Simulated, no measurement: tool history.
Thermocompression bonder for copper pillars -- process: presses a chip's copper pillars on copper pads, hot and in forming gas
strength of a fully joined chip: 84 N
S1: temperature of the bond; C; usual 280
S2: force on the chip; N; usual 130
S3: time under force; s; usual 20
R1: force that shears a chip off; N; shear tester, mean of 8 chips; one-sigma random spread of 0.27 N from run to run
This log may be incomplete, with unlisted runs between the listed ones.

Run 1, day 0.000: usual settings. Result: R1 28.1 N.
Run 2, day 0.371: usual settings. Result: R1 28.6 N.
Run 3, day 1.008: usual settings. Result: R1 28.4 N.
Run 4, day 1.379: usual settings. Result: R1 28.1 N.
Run 5, day 1.938: usual settings. Result: R1 28.1 N.
Run 6, day 2.288: usual settings. Result: R1 28.6 N.
Run 7, day 2.879: usual settings. Result: R1 28.5 N.
Run 8, day 3.362: usual settings. Result: R1 27.8 N.
Run 9, day 3.742: usual settings. Result: R1 27.9 N.
Run 10, day 4.125: usual settings but S1 271 C, S3 53 s. Result: R1 36.1 N.
Run 11, day 4.596: usual settings but S1 305 C, S2 150 N, S3 45 s. Result: R1 50.7 N.
Run 12, day 5.154: usual settings but S1 284 C, S2 114 N. Result: R1 26.4 N.
Run 13, day 5.762: usual settings but S1 284 C, S2 172 N. Result: R1 34.2 N.

The next listed run, before its measurement:
Run 14, day 6.554: usual settings but S2 150 N, S3 10 s. Result: R1 ?.

R1: 22.5 N
With the hidden condition absent and the run-to-run variation left alone, this run would have shown R1 26.6 N.
